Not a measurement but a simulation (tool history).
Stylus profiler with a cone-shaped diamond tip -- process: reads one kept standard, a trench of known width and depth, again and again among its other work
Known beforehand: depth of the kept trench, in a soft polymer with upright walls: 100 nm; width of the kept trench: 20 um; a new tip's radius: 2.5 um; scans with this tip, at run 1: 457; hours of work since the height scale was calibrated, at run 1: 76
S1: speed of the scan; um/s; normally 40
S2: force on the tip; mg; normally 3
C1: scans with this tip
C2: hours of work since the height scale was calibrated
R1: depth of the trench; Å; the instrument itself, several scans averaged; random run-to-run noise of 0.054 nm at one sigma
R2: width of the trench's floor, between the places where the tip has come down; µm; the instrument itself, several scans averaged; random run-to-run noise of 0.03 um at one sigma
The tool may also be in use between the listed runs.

run,hour,S1,S2,C1,C2,R1,R2
1,0,40,3,457,76,1019,18.46
2,34.4,15,3,582,97,1019,18.52
3,61.9,15,3,683,114,1019.5,18.55
4,98.4,112,3,816,136,1018.3,18.3
5,117.2,112,3,884,147,1018,18.28
6,149.3,112,3,1002,167,1019.1,18.2
7,176.8,34,3,1102,184,1017.5,18.44
8,194.1,34,3,1165,194,1018.6,18.43
9,225.2,34,3,1278,213,1018.3,18.46
10,246.7,27,1.99,1357,226,1012.3,18.44
11,265.5,66,3,1425,238,1018.2,18.33
12,285.5,106,3,1498,250,1017.9,18.23
13,311.9,32,8.02,1595,266,1036.1,18.51

Alternative continuations, all from the tool just after run 13; predict every row:
A,331.8,18,8.02,1667,278,?,?
B,331.8,52,4.05,1667,278,?,?
C,331.8,76,3,1667,278,?,?

run,R1,R2
A,1036.2,18.45
B,1022.4,18.41
C,1018.4,18.29
Without the tool's unlogged condition, the same runs would have read:
run,R1,R2
A,1038,18.53
B,1024.1,18.49
C,1020.1,18.38
